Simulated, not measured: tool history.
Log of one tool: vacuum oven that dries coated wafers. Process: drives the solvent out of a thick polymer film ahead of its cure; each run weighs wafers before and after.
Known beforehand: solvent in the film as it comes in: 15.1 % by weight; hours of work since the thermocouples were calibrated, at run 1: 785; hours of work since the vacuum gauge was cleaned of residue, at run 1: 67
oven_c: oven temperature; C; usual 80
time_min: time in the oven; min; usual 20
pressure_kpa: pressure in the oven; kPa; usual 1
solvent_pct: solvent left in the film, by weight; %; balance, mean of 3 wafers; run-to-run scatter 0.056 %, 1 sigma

run    hour  oven_c  time_min  pressure_kpa  hours of work since the thermocouples were calibrated  hours of work since the vacuum gauge was cleaned of residue  solvent_pct
  1       0      80        20             1                                                    785                                                           67         2.74
  2    81.9      80        20             1                                                    822                                                          104         2.87
  3   169.3      80        20             1                                                    861                                                          143         2.97
  4   267.2      80        20             1                                                    906                                                          187         2.88
  5   321.3      80        20             1                                                    930                                                          212         2.89
  6     416      80        20             1                                                    973                                                          254         3.06
  7     486      80        20             1                                                   1004                                                          286         3.06
  8   559.7      80        20             1                                                   1037                                                          319         3.01
  9   653.5      80        20             1                                                   1080                                                          361         2.93
 10   698.5      80        20             1                                                   1100                                                          382         2.96
 11   740.2      80        20             1                                                   1119                                                          400         3.08
 12   782.3      80        20             1                                                   1138                                                          419         2.94
 13   869.8      80        20             1                                                   1177                                                          459         3.02
 14   928.8      80        20             1                                                   1204                                                          485         3.16
 15    1015      80        20             1                                                   1243                                                          524         2.95
 16  1107.5      80        24             1                                                   1284                                                          566         2.41
     1122.6  -- oven's thermocouples calibrated
 17  1198.6      80        24             1                                                     34                                                          606         2.04
 18  1266.7      80        24             1                                                     65                                                          637         1.93
 19  1308.3      80        24             1                                                     84                                                          656         2.04
 20  1381.5      88        20             1                                                    117                                                          689         1.35
 21  1440.6      88        20             1                                                    143                                                          715         1.36
 22  1495.2      88        20             1                                                    168                                                          740         1.32
 23  1575.7      80        20             1                                                    204                                                          776         2.61
 24  1662.8      80        20             1                                                    244                                                          815         2.72
 25  1723.1      80        20             1                                                    271                                                          843         2.74
 26  1774.9      80        20             1                                                    294                                                          866         2.75
 27  1860.6      80        21          2.53                                                    333                                                          905         3.29
 28  1941.1      80        21          2.53                                                    369                                                          941         3.22
 29  2025.8      77        22          0.51                                                    407                                                          979          2.7
 30  2087.2      83        20          0.89                                                    435                                                         1007         2.08
 31  2166.1      80        16             1                                                    470                                                         1042         3.53
 32  2225.9      92        16             1                                                    497                                                         1069         1.49
 33  2317.9      92        16             1                                                    539                                                         1111         1.42
     2326.8  -- vacuum gauge cleaned of residue and calibrated
 34  2384.8      87        25             1                                                    568                                                           26         1.21
 35  2469.8      92        16          2.72                                                    607                                                           64         2.04
 36  2526.5      78        25          3.08                                                    632                                                           90         3.65
 37    2579      73        12          3.08                                                    656                                                          114         7.81
     2596.1  -- vacuum gauge cleaned of residue and calibrated, once more
 38  2665.8      80        29          3.79                                                    694                                                           31         3.16
 39    2721      80        29          3.79                                                    719                                                           56         3.19
 40  2795.7      80        29          3.79                                                    753                                                           90         3.11
 41  2865.3      80        20          1.84                                                    784                                                          121         3.21
 42  2940.8      80        20          1.84                                                    818                                                          155         3.21
 43  3017.4      80        20          1.84                                                    853                                                          190         3.22
 44    3104      79        26          2.86                                                    892                                                          229         3.08
 45  3190.1      90        20          2.76                                                    931                                                          268         1.97
 46  3288.2      90        20          2.76                                                    975                                                          312         1.91
 47  3382.7      86        10             1                                                   1017                                                          355         4.42
 48  3436.7      86        10             1                                                   1042                                                          379         4.48

3 ways to go on from here, each from the tool as it stands after run 48. What would each give?
  A  3492.2      87        17             1                                                   1067                                                          404            ?
  B  3492.2      79        13           1.1                                                   1067                                                          404            ?
  C  3492.2      73        20          2.96                                                   1067                                                          404            ?

run  solvent_pct
  A          2.1
  B         4.97
  C         5.69
Had the tool no hidden state, the same runs would have come out as:
run  solvent_pct
  A          1.8
  B         4.55
  C         5.21
